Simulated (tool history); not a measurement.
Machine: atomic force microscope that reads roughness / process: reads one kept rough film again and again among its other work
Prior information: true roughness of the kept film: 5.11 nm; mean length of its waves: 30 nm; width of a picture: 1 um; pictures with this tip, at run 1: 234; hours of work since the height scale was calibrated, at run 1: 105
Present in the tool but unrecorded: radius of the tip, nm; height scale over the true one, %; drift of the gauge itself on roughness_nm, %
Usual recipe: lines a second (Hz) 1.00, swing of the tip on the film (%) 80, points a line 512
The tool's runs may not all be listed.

run,hour,lines a second (Hz),swing of the tip on the film (%),points a line,pictures with this tip,hours of work since the height scale was calibrated,roughness of the kept film (nm (root mean square))
1,0.0,1.00,80,512,234,105,2.635
2,11.1,1.00,80,442,252,112,2.595
# hour 23.3: new tip fitted
3,28.4,1.00,80,442,9,121,3.769
4,37.2,1.00,80,442,23,127,3.677
5,48.4,1.00,80,512,41,133,3.581
6,61.3,1.00,80,512,63,141,3.413
7,75.4,1.00,80,512,86,149,3.325
8,91.5,1.00,80,512,112,158,3.164
9,104.5,1.07,80,512,133,166,3.028
10,116.0,1.07,80,971,152,173,2.982
11,125.7,1.07,80,971,168,178,2.925
12,142.7,0.87,79,971,196,188,2.863
13,156.3,0.87,79,971,218,196,2.767
14,168.7,0.87,79,971,239,203,2.699
15,178.7,3.17,58,971,255,209,2.649
# hour 188.4: new tip fitted
16,196.0,3.17,58,971,13,219,3.725
17,206.3,3.17,58,971,30,225,3.623
18,218.7,1.24,62,623,50,232,3.597
19,236.2,2.23,83,458,79,243,2.943
20,243.5,1.06,61,713,91,247,3.393
21,257.6,0.73,62,962,114,255,3.283

Per-run results on a tool with no hidden state, each run keeping its own random variation:
run,roughness of the kept film (nm (root mean square))
1,3.831
2,3.860
3,3.862
4,3.858
5,3.882
6,3.840
7,3.877
8,3.835
9,3.804
10,3.848
11,3.852
12,3.920
13,3.909
14,3.910
15,3.917
16,3.886
17,3.911
18,4.024
19,3.448
20,4.053
21,4.067
